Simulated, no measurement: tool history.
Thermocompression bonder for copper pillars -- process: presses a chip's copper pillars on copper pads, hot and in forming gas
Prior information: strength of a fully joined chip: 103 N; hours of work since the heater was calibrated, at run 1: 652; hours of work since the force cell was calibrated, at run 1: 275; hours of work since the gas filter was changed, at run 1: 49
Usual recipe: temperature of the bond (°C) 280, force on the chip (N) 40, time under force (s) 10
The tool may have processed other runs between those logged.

run,day,temperature of the bond (°C),force on the chip (N),time under force (s),hours of work since the heater was calibrated,hours of work since the force cell was calibrated,hours of work since the gas filter was changed,force that shears a chip off (N)
1,0,280,40,10,652,275,49,52.7
2,0.792,280,40,10,662,286,60,53.2
3,1.788,280,40,5,675,299,73,41.1
4,2.533,280,40,5,685,308,82,40.7
5,3.138,280,40,5,693,316,90,41.5
6,4.133,280,32,10,706,329,103,45.6
7,4.679,280,32,10,713,336,110,46.8
8,5.621,280,40,13,725,349,123,54.8
9,6.083,280,40,13,731,355,129,55.5
10,6.725,284,40,13,740,363,137,57.4
11,7.592,284,40,13,751,375,149,58.6
# day 7.958: forming gas filter changed
12,8.567,284,40,13,764,387,8,60.5
13,9.692,284,40,13,778,402,23,62.1
14,10.421,284,40,13,788,411,32,60.8
15,11.317,284,40,13,800,423,44,58.4
16,11.792,280,40,6,806,429,50,43.4
17,12.683,280,40,10,817,441,62,51.7
18,13.638,280,40,10,830,453,74,50.7
# day 14.321: heater calibrated with a thermocouple chip
19,14.654,280,42,10,4,466,87,58.2
20,15.129,280,42,10,11,472,93,58.3
21,16.1,280,42,10,23,485,106,59.8
22,16.567,275,34,26,29,491,112,67.3
23,17.35,275,34,26,40,501,122,66.3
24,18.462,280,33,16,54,516,136,58.9
25,19.275,265,45,16,65,526,147,56.9
# day 19.804: forming gas filter changed
26,19.917,293,45,16,73,534,2,82.7
27,20.6,293,45,16,82,543,10,78.2
28,21.317,293,45,16,91,553,20,78.3
29,22.121,252,40,10,102,563,30,41.6
30,22.7,276,29,9,109,571,38,46.1
31,23.612,276,29,9,121,583,50,45.8
32,24.342,278,40,15,131,592,59,63.2
33,25.279,278,40,5,143,605,72,44
34,26.046,278,47,5,153,615,82,46.8
35,26.821,271,57,10,163,625,92,58.5
36,27.842,271,57,10,177,638,105,59.1
37,28.883,281,57,10,190,652,119,64.2
38,29.458,288,48,12,198,659,126,68.3
39,29.942,285,37,8,204,666,133,53
40,30.471,285,37,8,211,673,140,51.1

Below are 3 alternative next runs, each starting from the tool's condition after run 40. Predict each:
A,31.388,285,37,23,223,685,152,?
B,31.388,251,37,8,223,685,152,?
C,31.388,285,32,8,223,685,152,?

run,force that shears a chip off (N)
A,69.8
B,32
C,48.9
Stripped of hidden state, with their random variation kept, the same runs would have yielded:
run,force that shears a chip off (N)
A,78.3
B,37
C,55.8
